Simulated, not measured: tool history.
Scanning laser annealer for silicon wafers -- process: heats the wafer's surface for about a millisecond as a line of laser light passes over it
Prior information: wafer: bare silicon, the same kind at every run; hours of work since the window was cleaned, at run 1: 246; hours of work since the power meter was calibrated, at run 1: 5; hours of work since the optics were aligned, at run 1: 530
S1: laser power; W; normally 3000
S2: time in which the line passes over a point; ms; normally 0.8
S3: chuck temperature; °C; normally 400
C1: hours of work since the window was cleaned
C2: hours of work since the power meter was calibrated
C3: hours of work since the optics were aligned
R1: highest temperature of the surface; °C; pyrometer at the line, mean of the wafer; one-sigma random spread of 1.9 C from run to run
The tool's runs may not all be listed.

{"run": 1, "day": 0.0, "S1": 3000, "S2": 0.8, "S3": 400, "C1": 246, "C2": 5, "C3": 530, "R1": 1182}
{"run": 2, "day": 0.721, "S1": 3000, "S2": 0.8, "S3": 400, "C1": 254, "C2": 12, "C3": 538, "R1": 1183}
{"run": 3, "day": 1.242, "S1": 3000, "S2": 0.8, "S3": 400, "C1": 259, "C2": 18, "C3": 544, "R1": 1182}
{"run": 4, "day": 1.921, "S1": 3154, "S2": 0.8, "S3": 400, "C1": 267, "C2": 25, "C3": 551, "R1": 1226}
{"run": 5, "day": 2.504, "S1": 3154, "S2": 0.8, "S3": 400, "C1": 273, "C2": 32, "C3": 557, "R1": 1225}
{"run": 6, "day": 3.121, "S1": 3000, "S2": 0.8, "S3": 400, "C1": 279, "C2": 38, "C3": 564, "R1": 1182}
{"run": 7, "day": 3.583, "S1": 3000, "S2": 0.8, "S3": 400, "C1": 284, "C2": 43, "C3": 569, "R1": 1182}
{"run": 8, "day": 4.0, "S1": 3000, "S2": 0.8, "S3": 400, "C1": 289, "C2": 48, "C3": 573, "R1": 1183}
{"run": 9, "day": 4.683, "S1": 3000, "S2": 0.8, "S3": 400, "C1": 296, "C2": 55, "C3": 581, "R1": 1181}
{"run": 10, "day": 5.412, "S1": 3000, "S2": 0.8, "S3": 400, "C1": 304, "C2": 63, "C3": 589, "R1": 1181}
{"run": 11, "day": 6.004, "S1": 3000, "S2": 0.8, "S3": 400, "C1": 311, "C2": 69, "C3": 595, "R1": 1182}
{"run": 12, "day": 6.404, "S1": 3000, "S2": 0.982, "S3": 400, "C1": 315, "C2": 74, "C3": 599, "R1": 1276}
{"run": 13, "day": 7.146, "S1": 3000, "S2": 0.8, "S3": 373, "C1": 323, "C2": 82, "C3": 607, "R1": 1154}
{"run": 14, "day": 7.708, "S1": 3000, "S2": 0.8, "S3": 373, "C1": 329, "C2": 88, "C3": 613, "R1": 1152}
{"run": 15, "day": 8.317, "S1": 3000, "S2": 0.8, "S3": 373, "C1": 335, "C2": 94, "C3": 620, "R1": 1149}
{"run": 16, "day": 8.721, "S1": 3000, "S2": 0.8, "S3": 400, "C1": 340, "C2": 99, "C3": 624, "R1": 1178}
{"run": 17, "day": 9.3, "S1": 3000, "S2": 0.8, "S3": 400, "C1": 346, "C2": 105, "C3": 631, "R1": 1180}
{"run": 18, "day": 10.054, "S1": 3000, "S2": 0.89, "S3": 402, "C1": 354, "C2": 113, "C3": 639, "R1": 1230}
{"run": 19, "day": 10.496, "S1": 3000, "S2": 0.89, "S3": 402, "C1": 359, "C2": 118, "C3": 643, "R1": 1226}
{"run": 20, "day": 10.888, "S1": 3000, "S2": 0.744, "S3": 400, "C1": 363, "C2": 122, "C3": 648, "R1": 1147}
{"run": 21, "day": 11.458, "S1": 2587, "S2": 0.57, "S3": 395, "C1": 369, "C2": 128, "C3": 654, "R1": 940}
{"run": 22, "day": 11.871, "S1": 3169, "S2": 0.83, "S3": 394, "C1": 374, "C2": 133, "C3": 658, "R1": 1235}
{"run": 23, "day": 12.425, "S1": 3165, "S2": 0.8, "S3": 400, "C1": 380, "C2": 139, "C3": 664, "R1": 1220}
{"run": 24, "day": 12.854, "S1": 3165, "S2": 0.8, "S3": 400, "C1": 384, "C2": 143, "C3": 669, "R1": 1220}
{"run": 25, "day": 13.388, "S1": 3165, "S2": 0.8, "S3": 400, "C1": 390, "C2": 149, "C3": 675, "R1": 1224}
{"run": 26, "day": 13.767, "S1": 2997, "S2": 0.634, "S3": 366, "C1": 394, "C2": 153, "C3": 679, "R1": 1044}
{"run": 27, "day": 14.308, "S1": 2902, "S2": 0.735, "S3": 400, "C1": 400, "C2": 159, "C3": 685, "R1": 1111}
{"run": 28, "day": 14.617, "S1": 2831, "S2": 0.767, "S3": 438, "C1": 403, "C2": 162, "C3": 688, "R1": 1145}
{"run": 29, "day": 15.296, "S1": 3000, "S2": 0.866, "S3": 400, "C1": 411, "C2": 169, "C3": 695, "R1": 1209}
{"run": 30, "day": 15.954, "S1": 2622, "S2": 0.7, "S3": 400, "C1": 418, "C2": 177, "C3": 702, "R1": 1018}
{"run": 31, "day": 16.579, "S1": 2622, "S2": 0.7, "S3": 400, "C1": 425, "C2": 183, "C3": 709, "R1": 1022}
{"run": 32, "day": 16.938, "S1": 2622, "S2": 0.7, "S3": 400, "C1": 428, "C2": 187, "C3": 713, "R1": 1020}
{"run": 33, "day": 17.417, "S1": 2909, "S2": 0.8, "S3": 437, "C1": 434, "C2": 192, "C3": 718, "R1": 1186}
{"run": 34, "day": 17.742, "S1": 2577, "S2": 0.634, "S3": 433, "C1": 437, "C2": 196, "C3": 722, "R1": 1008}

How would selected steps in R1 from run to run divide? Give the signed amount a tool lacking its hidden state would still show from settings, what came in and random variation, and the signed amount left for the hidden state, including any gauge scatter that is not in both of the compared results.
Unlogged tool condition in this case: light that passes the window, % of a clean one's; laser's true power over the reading, %; width of the line over the set one, %; drift of the gauge itself on peak_c, C.
Run 20 -> 21: S1 3000 -> 2587, S2 0.744 -> 0.57, S3 400 -> 395. R1 -207 °C: hidden state +6, all else -213.
Run 21 -> 22: S1 2587 -> 3169, S2 0.57 -> 0.83, S3 395 -> 394. R1 +295 °C: hidden state -10, all else +305.
Run 29 -> 30: S1 3000 -> 2622, S2 0.866 -> 0.7. R1 -191 °C: hidden state +7, all else -198.

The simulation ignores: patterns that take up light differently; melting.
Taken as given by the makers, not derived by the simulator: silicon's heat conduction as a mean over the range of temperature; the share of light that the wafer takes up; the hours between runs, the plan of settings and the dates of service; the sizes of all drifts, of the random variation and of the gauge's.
